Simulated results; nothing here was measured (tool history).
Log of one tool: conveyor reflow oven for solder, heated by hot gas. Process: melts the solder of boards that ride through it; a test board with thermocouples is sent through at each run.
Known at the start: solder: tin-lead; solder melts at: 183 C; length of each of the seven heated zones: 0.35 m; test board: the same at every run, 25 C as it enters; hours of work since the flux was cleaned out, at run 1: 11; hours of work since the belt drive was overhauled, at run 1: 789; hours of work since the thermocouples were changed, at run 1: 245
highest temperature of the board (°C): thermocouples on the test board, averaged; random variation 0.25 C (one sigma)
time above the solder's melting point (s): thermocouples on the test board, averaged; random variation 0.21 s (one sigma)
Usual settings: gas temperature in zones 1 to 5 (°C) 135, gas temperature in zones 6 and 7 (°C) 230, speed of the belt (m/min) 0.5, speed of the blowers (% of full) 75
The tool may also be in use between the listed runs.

| run | day | gas temperature in zones 1 to 5 (°C) | gas temperature in zones 6 and 7 (°C) | speed of the belt (m/min) | speed of the blowers (% of full) | hours of work since the flux was cleaned out | hours of work since the belt drive was overhauled | hours of work since the thermocouples were changed | highest temperature of the board (°C) | time above the solder's melting point (s) |
|---|---|---|---|---|---|---|---|---|---|---|
| 1 | 0 | 135 | 230 | 0.5 | 75 | 11 | 789 | 245 | 213.9 | 59.4 |
| 2 | 1.488 | 135 | 230 | 0.5 | 75 | 38 | 817 | 273 | 213.8 | 58.9 |
| 3 | 2.679 | 135 | 230 | 0.5 | 75 | 61 | 839 | 295 | 214.1 | 58.7 |
| 4 | 3.383 | 130 | 230 | 0.5 | 75 | 74 | 852 | 308 | 213.1 | 56.2 |
| 5 | 4.4 | 130 | 230 | 0.5 | 75 | 93 | 871 | 327 | 213.3 | 56.1 |
| 6 | 5.712 | 130 | 230 | 0.5 | 75 | 117 | 895 | 352 | 212.7 | 56.9 |
| 7 | 7.379 | 135 | 230 | 0.5 | 75 | 148 | 926 | 383 | 214.4 | 58.9 |
| 8 | 8.671 | 135 | 230 | 0.435 | 75 | 172 | 950 | 407 | 218 | 73.3 |
|  | 9.075 | flux residue cleaned out of gas plates and filters |
| 9 | 9.612 | 135 | 230 | 0.435 | 75 | 10 | 964 | 420 | 218.1 | 72.6 |
| 10 | 10.7 | 135 | 230 | 0.435 | 75 | 30 | 984 | 441 | 217.3 | 73.2 |
| 11 | 12.129 | 135 | 230 | 0.435 | 75 | 57 | 1011 | 467 | 217.5 | 73 |
| 12 | 13.267 | 135 | 230 | 0.435 | 75 | 78 | 1032 | 488 | 217.8 | 73.3 |
| 13 | 14.442 | 135 | 230 | 0.435 | 75 | 100 | 1054 | 510 | 218 | 72.8 |
| 14 | 15.471 | 135 | 230 | 0.435 | 75 | 119 | 1073 | 529 | 217.6 | 72.9 |
| 15 | 16.883 | 135 | 230 | 0.435 | 75 | 145 | 1099 | 556 | 217.6 | 72.9 |
| 16 | 17.667 | 133 | 230 | 0.435 | 75 | 160 | 1114 | 570 | 217.7 | 72.1 |
|  | 18.75 | flux residue cleaned out of gas plates and filters |
| 17 | 19.358 | 133 | 230 | 0.462 | 73 | 11 | 1142 | 598 | 215.7 | 65.4 |
| 18 | 20.658 | 132 | 230 | 0.462 | 73 | 36 | 1166 | 622 | 215.5 | 64.7 |
|  | 21.342 | belt drive overhauled, speed set with a stopwatch |
| 19 | 21.854 | 132 | 230 | 0.462 | 73 | 55 | 10 | 641 | 215.3 | 65 |
| 20 | 22.871 | 132 | 224 | 0.465 | 64 | 74 | 28 | 660 | 208.8 | 56.9 |
| 21 | 23.679 | 141 | 230 | 0.5 | 75 | 89 | 43 | 675 | 215.4 | 62 |
| 22 | 24.4 | 129 | 230 | 0.402 | 68 | 102 | 57 | 688 | 218.3 | 76.9 |
| 23 | 25.467 | 135 | 230 | 0.5 | 57 | 122 | 77 | 708 | 210.6 | 54.6 |
| 24 | 26.979 | 135 | 240 | 0.5 | 75 | 150 | 105 | 736 | 223 | 65.7 |
| 25 | 27.729 | 135 | 230 | 0.595 | 82 | 164 | 119 | 750 | 209.5 | 44.7 |
|  | 28.638 | flux residue cleaned out of gas plates and filters |
| 26 | 28.65 | 139 | 230 | 0.5 | 79 | 0 | 132 | 764 | 215.2 | 61.8 |
| 27 | 29.633 | 135 | 244 | 0.515 | 85 | 19 | 150 | 782 | 227.1 | 66.7 |
| 28 | 30.379 | 135 | 244 | 0.515 | 85 | 32 | 164 | 796 | 226.8 | 66.8 |
| 29 | 31.896 | 135 | 230 | 0.583 | 76 | 61 | 192 | 824 | 209.3 | 45.2 |
|  | 32.738 | thermocouples of zones 6 and 7 changed |
| 30 | 32.892 | 132 | 230 | 0.5 | 71 | 78 | 209 | 3 | 213.1 | 57 |
| 31 | 34.254 | 132 | 230 | 0.5 | 71 | 103 | 235 | 28 | 212.9 | 56.6 |

3 ways to go on from here, each from the tool as it stands after run 31. What would each give?
| A | 35.55 | 126 | 226 | 0.51 | 71 | 127 | 259 | 52 | ? | ? |
| B | 35.55 | 138 | 230 | 0.565 | 71 | 127 | 259 | 52 | ? | ? |
| C | 35.55 | 132 | 230 | 0.5 | 59 | 127 | 259 | 52 | ? | ? |

| run | highest temperature of the board (°C) | time above the solder's melting point (s) |
|---|---|---|
| A | 207.8 | 47.9 |
| B | 210.2 | 48.3 |
| C | 210.2 | 53.4 |
Without the tool's hidden state the same runs would have given:
| run | highest temperature of the board (°C) | time above the solder's melting point (s) |
|---|---|---|
| A | 207.8 | 47.9 |
| B | 210.3 | 48.3 |
| C | 210.2 | 53.4 |
